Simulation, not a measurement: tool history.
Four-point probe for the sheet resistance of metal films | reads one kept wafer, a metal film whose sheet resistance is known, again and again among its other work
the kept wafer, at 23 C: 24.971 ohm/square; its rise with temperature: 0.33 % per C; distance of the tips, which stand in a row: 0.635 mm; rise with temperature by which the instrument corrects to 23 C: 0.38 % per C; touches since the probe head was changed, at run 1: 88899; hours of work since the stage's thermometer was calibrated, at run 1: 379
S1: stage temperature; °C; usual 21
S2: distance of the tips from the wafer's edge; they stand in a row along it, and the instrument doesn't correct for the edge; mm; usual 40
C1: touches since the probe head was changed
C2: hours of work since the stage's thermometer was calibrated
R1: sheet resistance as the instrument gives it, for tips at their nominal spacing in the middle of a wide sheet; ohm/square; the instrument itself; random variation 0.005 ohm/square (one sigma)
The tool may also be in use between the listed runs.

run,hour,S1,S2,C1,C2,R1
1,0,21,40,88899,379,25.129985
2,14.7,21,40,89885,390,25.127519
3,40.3,21,18,91603,410,25.149284
4,54.3,21,40,92544,420,25.13164
5,73.4,21,40,93825,435,25.140865
6,87.9,21,74,94803,446,25.139739
7,112.9,21,74,96481,465,25.142319
8,142.5,21,74,98469,487,25.13737
9,168.5,24,74,100217,507,25.094856
10,183.8,24,74,101244,519,25.102526
# hour 193.9: new probe head fitted
11,206.1,21,40,818,535,24.874184
12,236.1,21,40,2833,557,24.87936
13,248.9,21,40,3692,567,24.882807
14,266.4,21,40,4869,580,24.882146
15,279.2,21,40,5727,590,24.885673
16,297.8,21,40,6975,604,24.887427
# hour 300.7: stage's thermometer calibrated
17,324.2,20,5,8716,18,25.111843
18,346.2,20,5,10192,34,25.108486
19,364.2,20,5,11400,48,25.123878
20,380.9,20,5,12524,61,25.120769
21,396.4,26,18,13562,72,24.848506
22,420.3,18,8,15169,91,25.015945
23,434.4,21,5,16112,101,25.109598
24,448.7,21,7,17074,112,24.999429
# hour 471.1: stage's thermometer calibrated, once more
25,471.6,21,7,18583,0,25.006214
26,502.3,21,53,20640,24,24.901617
27,521.4,21,53,21925,38,24.906432
28,541.1,20,53,23246,53,24.91712
29,564.3,29,7,24807,71,24.907904
30,577.9,24,19,25719,81,24.876778
31,592.5,21,10,26702,92,24.965814

3 ways to go on from here, each from the tool as it stands after run 31. What would each give?
A,611,23,14,27941,106,?
B,611,21,40,27941,106,?
C,611,26,27,27941,106,?

run,R1
A,24.906019
B,24.903968
C,24.849302
Without the tool's hidden state the same runs would have given:
run,R1
A,24.99505
B,24.992934
C,24.938234

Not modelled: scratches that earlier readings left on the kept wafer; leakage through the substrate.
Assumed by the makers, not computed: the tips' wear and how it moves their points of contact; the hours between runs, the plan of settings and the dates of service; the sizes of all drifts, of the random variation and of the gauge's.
